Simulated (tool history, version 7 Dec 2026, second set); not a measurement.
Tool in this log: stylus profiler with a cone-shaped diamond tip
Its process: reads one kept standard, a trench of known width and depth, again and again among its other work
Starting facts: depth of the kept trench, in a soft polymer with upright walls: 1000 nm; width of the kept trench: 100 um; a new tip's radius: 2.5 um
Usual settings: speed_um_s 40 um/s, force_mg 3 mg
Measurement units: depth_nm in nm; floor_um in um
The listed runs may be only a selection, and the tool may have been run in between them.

| run | day | speed_um_s | force_mg | depth_nm | floor_um |
|---|---|---|---|---|---|
| 1 | 0 | 40 | 3 | 1015.42 | 95.64 |
| 2 | 0.467 | 14 | 3 | 1015.17 | 95.74 |
| 3 | 0.938 | 40 | 3 | 1015.63 | 95.62 |
| 4 | 1.342 | 40 | 3 | 1015.07 | 95.63 |
| 5 | 1.675 | 40 | 3 | 1015.06 | 95.64 |
| 6 | 2.338 | 40 | 3 | 1015.01 | 95.6 |
| 7 | 3.079 | 20 | 3 | 1014.91 | 95.61 |
| 8 | 3.588 | 20 | 3 | 1015.2 | 95.59 |
| 9 | 4.296 | 20 | 3 | 1014.91 | 95.59 |
| 10 | 4.971 | 40 | 3 | 1014.98 | 95.48 |
| 11 | 5.704 | 40 | 3 | 1014.8 | 95.46 |
| 12 | 6.204 | 40 | 3 | 1014.46 | 95.43 |
| 13 | 6.842 | 40 | 3 | 1015.11 | 95.42 |
| 14 | 7.258 | 40 | 3 | 1015.2 | 95.38 |
| 15 | 8 | 40 | 3 | 1014.86 | 95.38 |
| 16 | 8.504 | 40 | 3 | 1014.69 | 95.34 |
| 17 | 8.921 | 14 | 3 | 1015.25 | 95.4 |
| 18 | 9.479 | 14 | 3 | 1014.32 | 95.4 |
| 19 | 9.883 | 138 | 3 | 1014.64 | 94.99 |
| 20 | 10.471 | 138 | 3 | 1014.93 | 94.96 |
| 21 | 11.062 | 138 | 3 | 1014.35 | 94.92 |
| 22 | 11.429 | 138 | 3 | 1014.35 | 94.88 |
| 23 | 12.042 | 111 | 3 | 1014.42 | 94.98 |
| 24 | 12.475 | 38 | 3.72 | 1016.84 | 95.27 |
| 25 | 13.088 | 38 | 3.72 | 1017.89 | 95.22 |
| 26 | 13.479 | 47 | 6.21 | 1025.3 | 95.23 |
| 27 | 13.979 | 12 | 5.18 | 1022.35 | 95.26 |
| 28 | 14.317 | 18 | 1.26 | 1007.99 | 95.2 |
| 29 | 14.746 | 31 | 3.61 | 1017.32 | 95.26 |
| 30 | 15.471 | 63 | 2.42 | 1013.03 | 95.04 |
| 31 | 16.254 | 40 | 6.79 | 1026.35 | 95.15 |
| 32 | 16.967 | 26 | 2.3 | 1012.45 | 95.1 |
| 33 | 17.346 | 73 | 7.32 | 1027.73 | 95.03 |
| 34 | 18.138 | 26 | 2.99 | 1014.51 | 95.07 |
| 35 | 18.729 | 26 | 2.99 | 1014.82 | 95 |
| 36 | 19.283 | 68 | 1.89 | 1010.79 | 94.8 |
| 37 | 19.783 | 68 | 1.89 | 1010.63 | 94.86 |
| 38 | 20.475 | 31 | 1.7 | 1010 | 94.95 |
| 39 | 21.2 | 125 | 1.39 | 1008.88 | 94.51 |
| 40 | 21.9 | 125 | 1.39 | 1008.87 | 94.41 |
| 41 | 22.642 | 125 | 1.39 | 1008.57 | 94.37 |
| 42 | 22.975 | 125 | 1.39 | 1008.63 | 94.42 |
| 43 | 23.329 | 117 | 5.82 | 1023.59 | 94.69 |
| 44 | 24.062 | 117 | 5.82 | 1023.43 | 94.68 |

Withheld: 2 entries from between the runs. Position of each, and hidden state at the listed run before versus the listed run after:
Run 17 -> run 18: height scale calibrated on a step standard (day 9.004)
  radius of the tip, um: 3.07 -> 3.09; height scale over the true one, %: -0.047 -> -0.068
  the result without the hidden state subtracted from the measured one, depth_nm: -0.47 -> -0.69 nm; floor_um: -0.54 -> -0.55 um
Run 24 -> run 25: height scale calibrated on a step standard, once more (day 12.812)
  radius of the tip, um: 3.21 -> 3.23; height scale over the true one, %: -0.084 -> -0.007
  the result without the hidden state subtracted from the measured one, depth_nm: -0.86 -> -0.07 nm; floor_um: -0.65 -> -0.67 um
